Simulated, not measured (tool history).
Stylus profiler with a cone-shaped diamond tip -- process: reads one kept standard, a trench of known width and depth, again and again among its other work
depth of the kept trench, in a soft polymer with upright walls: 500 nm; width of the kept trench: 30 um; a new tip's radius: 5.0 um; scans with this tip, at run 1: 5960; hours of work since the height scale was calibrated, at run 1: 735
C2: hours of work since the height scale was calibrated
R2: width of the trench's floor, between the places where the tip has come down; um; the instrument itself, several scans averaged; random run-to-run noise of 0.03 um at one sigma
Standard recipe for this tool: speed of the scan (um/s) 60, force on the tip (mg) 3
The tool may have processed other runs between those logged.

Run 1, hour 0: usual settings; scans with this tip 5960; C2 735. Result: depth of the trench (Å) 5054.9, R2 24.8 um.
Run 2, hour 37: usual settings but force on the tip (mg) 2.38; scans with this tip 6110; C2 753. Result: depth of the trench (Å) 5047.3, R2 24.71 um.
Run 3, hour 84.3: usual settings but speed of the scan (um/s) 116; scans with this tip 6302; C2 777. Result: depth of the trench (Å) 5053.5, R2 24.51 um.
Run 4, hour 107.9: usual settings but speed of the scan (um/s) 116; scans with this tip 6397; C2 789. Result: depth of the trench (Å) 5053.4, R2 24.49 um.
Run 5, hour 145.6: usual settings but force on the tip (mg) 3.32; scans with this tip 6550; C2 807. Result: depth of the trench (Å) 5060.4, R2 24.74 um.
Run 6, hour 187.2: usual settings; scans with this tip 6718; C2 828. Result: depth of the trench (Å) 5057.3, R2 24.73 um.
Run 7, hour 235.5: usual settings; scans with this tip 6914; C2 852. Result: depth of the trench (Å) 5055.5, R2 24.7 um.
Run 8, hour 278.7: usual settings; scans with this tip 7089; C2 874. Result: depth of the trench (Å) 5057.9, R2 24.63 um.
Run 9, hour 317.4: usual settings; scans with this tip 7246; C2 893. Result: depth of the trench (Å) 5057.7, R2 24.68 um.
Run 10, hour 341.4: usual settings; scans with this tip 7343; C2 905. Result: depth of the trench (Å) 5059.1, R2 24.64 um.
Run 11, hour 380.1: usual settings; scans with this tip 7500; C2 925. Result: depth of the trench (Å) 5056.4, R2 24.66 um.
Run 12, hour 423.1: usual settings; scans with this tip 7674; C2 946. Result: depth of the trench (Å) 5057.9, R2 24.67 um.
Run 13, hour 468: usual settings; scans with this tip 7856; C2 968. Result: depth of the trench (Å) 5060.6, R2 24.61 um.
Run 14, hour 518.5: usual settings but force on the tip (mg) 6.19; scans with this tip 8061; C2 994. Result: depth of the trench (Å) 5085.2, R2 24.68 um.
Run 15, hour 547.4: usual settings but speed of the scan (um/s) 17, force on the tip (mg) 6.69; scans with this tip 8177; C2 1008. Result: depth of the trench (Å) 5091.5, R2 24.8 um.
Run 16, hour 589.7: usual settings but speed of the scan (um/s) 66, force on the tip (mg) 6.47; scans with this tip 8349; C2 1029. Result: depth of the trench (Å) 5092.3, R2 24.64 um.
Run 17, hour 643.3: usual settings but speed of the scan (um/s) 64, force on the tip (mg) 1.4; scans with this tip 8566; C2 1056. Result: depth of the trench (Å) 5043, R2 24.4 um.

Run 18 comes next. What will it give?
Run 18, hour 668.8: usual settings but speed of the scan (um/s) 64, force on the tip (mg) 5.5; scans with this tip 8669; C2 1069. Result: depth of the trench (Å) ?, R2 ?.

{"run 18": {"depth of the trench (Å)": 5081.7, "R2": 24.59}}
Take away the tool's hidden state, keep the run-to-run variation as it was, and the same run would have given depth of the trench (Å) 5065, R2 25.43 um.
